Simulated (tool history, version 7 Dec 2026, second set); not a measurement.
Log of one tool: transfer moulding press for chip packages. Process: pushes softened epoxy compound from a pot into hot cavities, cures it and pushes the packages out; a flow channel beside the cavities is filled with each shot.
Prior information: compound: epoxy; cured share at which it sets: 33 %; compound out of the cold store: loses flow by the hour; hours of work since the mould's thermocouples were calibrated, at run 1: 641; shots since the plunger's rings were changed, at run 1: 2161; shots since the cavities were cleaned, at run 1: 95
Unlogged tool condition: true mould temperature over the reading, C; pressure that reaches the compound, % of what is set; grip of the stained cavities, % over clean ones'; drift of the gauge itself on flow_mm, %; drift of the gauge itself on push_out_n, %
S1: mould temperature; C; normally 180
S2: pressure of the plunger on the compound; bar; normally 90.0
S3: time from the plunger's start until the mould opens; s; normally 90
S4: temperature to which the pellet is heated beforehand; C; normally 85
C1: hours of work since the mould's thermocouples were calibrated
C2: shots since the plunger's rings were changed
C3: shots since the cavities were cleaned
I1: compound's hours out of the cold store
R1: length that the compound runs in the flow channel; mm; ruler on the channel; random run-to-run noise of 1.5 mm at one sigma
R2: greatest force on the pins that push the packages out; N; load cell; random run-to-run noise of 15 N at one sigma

{"run": 1, "hour": 0.0, "S1": 180, "S2": 90.0, "S3": 90, "S4": 85, "C1": 641, "C2": 2161, "C3": 95, "I1": 38.8, "R1": 508, "R2": 882}
{"run": 2, "hour": 37.2, "S1": 175, "S2": 90.0, "S3": 90, "S4": 85, "C1": 656, "C2": 2488, "C3": 422, "I1": 31.0, "R1": 539, "R2": 1706}
{"hour": 43.7, "done": "cavities cleaned with cleaning compound and waxed"}
{"run": 3, "hour": 59.3, "S1": 175, "S2": 90.0, "S3": 90, "S4": 85, "C1": 665, "C2": 2668, "C3": 136, "I1": 13.1, "R1": 589, "R2": 2401}
{"hour": 65.5, "done": "plunger's sealing rings changed"}
{"hour": 100.7, "done": "cavities cleaned with cleaning compound and waxed"}
{"run": 4, "hour": 104.1, "S1": 175, "S2": 90.0, "S3": 90, "S4": 85, "C1": 681, "C2": 325, "C3": 30, "I1": 11.5, "R1": 621, "R2": 1279}
{"run": 5, "hour": 148.4, "S1": 175, "S2": 90.0, "S3": 90, "S4": 84, "C1": 699, "C2": 714, "C3": 419, "I1": 28.3, "R1": 565, "R2": 1690}
{"hour": 154.7, "done": "cavities cleaned with cleaning compound and waxed"}
{"run": 6, "hour": 175.9, "S1": 178, "S2": 90.0, "S3": 90, "S4": 85, "C1": 710, "C2": 942, "C3": 185, "I1": 23.1, "R1": 568, "R2": 1212}
{"hour": 183.4, "done": "cavities cleaned with cleaning compound and waxed, once more"}
{"run": 7, "hour": 221.3, "S1": 178, "S2": 90.0, "S3": 90, "S4": 85, "C1": 728, "C2": 1328, "C3": 332, "I1": 40.3, "R1": 516, "R2": 1237}
{"hour": 239.3, "done": "cavities cleaned with cleaning compound and waxed"}
{"run": 8, "hour": 258.9, "S1": 180, "S2": 90.0, "S3": 103, "S4": 85, "C1": 742, "C2": 1645, "C3": 172, "I1": 12.7, "R1": 587, "R2": 753}
{"run": 9, "hour": 284.1, "S1": 180, "S2": 90.0, "S3": 103, "S4": 85, "C1": 752, "C2": 1866, "C3": 393, "I1": 21.7, "R1": 558, "R2": 844}
{"hour": 295.3, "done": "cavities cleaned with cleaning compound and waxed"}
{"run": 10, "hour": 329.7, "S1": 180, "S2": 90.0, "S3": 103, "S4": 85, "C1": 770, "C2": 2254, "C3": 302, "I1": 30.7, "R1": 529, "R2": 785}
{"hour": 349.2, "done": "cavities cleaned with cleaning compound and waxed"}
{"run": 11, "hour": 360.7, "S1": 175, "S2": 90.0, "S3": 103, "S4": 85, "C1": 782, "C2": 2513, "C3": 102, "I1": 26.2, "R1": 555, "R2": 1044}
{"hour": 383.5, "done": "plunger's sealing rings changed"}
{"hour": 406.9, "done": "cavities cleaned with cleaning compound and waxed"}
{"run": 12, "hour": 408.2, "S1": 183, "S2": 90.0, "S3": 90, "S4": 83, "C1": 800, "C2": 203, "C3": 11, "I1": 12.1, "R1": 593, "R2": 742}
{"run": 13, "hour": 454.0, "S1": 173, "S2": 89.4, "S3": 105, "S4": 80, "C1": 819, "C2": 606, "C3": 414, "I1": 25.9, "R1": 580, "R2": 1459}
{"hour": 461.6, "done": "cavities cleaned with cleaning compound and waxed"}
{"run": 14, "hour": 490.9, "S1": 179, "S2": 89.4, "S3": 105, "S4": 80, "C1": 833, "C2": 916, "C3": 257, "I1": 21.2, "R1": 571, "R2": 838}
{"hour": 515.8, "done": "cavities cleaned with cleaning compound and waxed"}
{"run": 15, "hour": 537.5, "S1": 179, "S2": 89.4, "S3": 105, "S4": 80, "C1": 851, "C2": 1312, "C3": 191, "I1": 10.1, "R1": 597, "R2": 832}
{"hour": 564.7, "done": "mould's thermocouples calibrated"}
{"hour": 572.6, "done": "cavities cleaned with cleaning compound and waxed"}
{"run": 16, "hour": 572.6, "S1": 180, "S2": 87.2, "S3": 90, "S4": 85, "C1": 3, "C2": 1590, "C3": 0, "I1": 15.1, "R1": 565, "R2": 740}
{"run": 17, "hour": 612.5, "S1": 182, "S2": 91.4, "S3": 110, "S4": 75, "C1": 19, "C2": 1940, "C3": 350, "I1": 42.5, "R1": 501, "R2": 597}
{"hour": 629.4, "done": "cavities cleaned with cleaning compound and waxed"}
{"run": 18, "hour": 647.8, "S1": 178, "S2": 90.0, "S3": 90, "S4": 94, "C1": 33, "C2": 2236, "C3": 161, "I1": 22.3, "R1": 554, "R2": 1020}

Each row is a separate what-if for the run after 18, all from the same tool condition, not one after another. Results?
{"hour": 683.7, "done": "cavities cleaned with cleaning compound and waxed"}
{"run": "A", "hour": 683.7, "S1": 173, "S2": 90.0, "S3": 71, "S4": 85, "C1": 47, "C2": 2538, "C3": 0, "I1": 36.1, "R1": "?", "R2": "?"}
{"hour": 683.7, "done": "cavities cleaned with cleaning compound and waxed"}
{"run": "B", "hour": 683.7, "S1": 180, "S2": 90.0, "S3": 88, "S4": 76, "C1": 47, "C2": 2538, "C3": 0, "I1": 45.3, "R1": "?", "R2": "?"}
{"hour": 683.7, "done": "cavities cleaned with cleaning compound and waxed"}
{"run": "C", "hour": 683.7, "S1": 178, "S2": 92.6, "S3": 116, "S4": 94, "C1": 47, "C2": 2538, "C3": 0, "I1": 31.2, "R1": "?", "R2": "?"}
{"hour": 683.7, "done": "cavities cleaned with cleaning compound and waxed"}
{"run": "D", "hour": 683.7, "S1": 180, "S2": 68.8, "S3": 90, "S4": 85, "C1": 47, "C2": 2538, "C3": 0, "I1": 27.9, "R1": "?", "R2": "?"}
{"hour": 683.7, "done": "cavities cleaned with cleaning compound and waxed"}
{"run": "E", "hour": 683.7, "S1": 186, "S2": 90.0, "S3": 90, "S4": 94, "C1": 47, "C2": 2538, "C3": 0, "I1": 14.2, "R1": "?", "R2": "?"}

run=A R1=529 R2=1727
run=B R1=487 R2=749
run=C R1=537 R2=440
run=D R1=463 R2=746
run=E R1=551 R2=471
Without the tool's unlogged condition, the same runs would have read:
run=A R1=552 R2=1698
run=B R1=509 R2=732
run=C R1=560 R2=432
run=D R1=483 R2=729
run=E R1=575 R2=461

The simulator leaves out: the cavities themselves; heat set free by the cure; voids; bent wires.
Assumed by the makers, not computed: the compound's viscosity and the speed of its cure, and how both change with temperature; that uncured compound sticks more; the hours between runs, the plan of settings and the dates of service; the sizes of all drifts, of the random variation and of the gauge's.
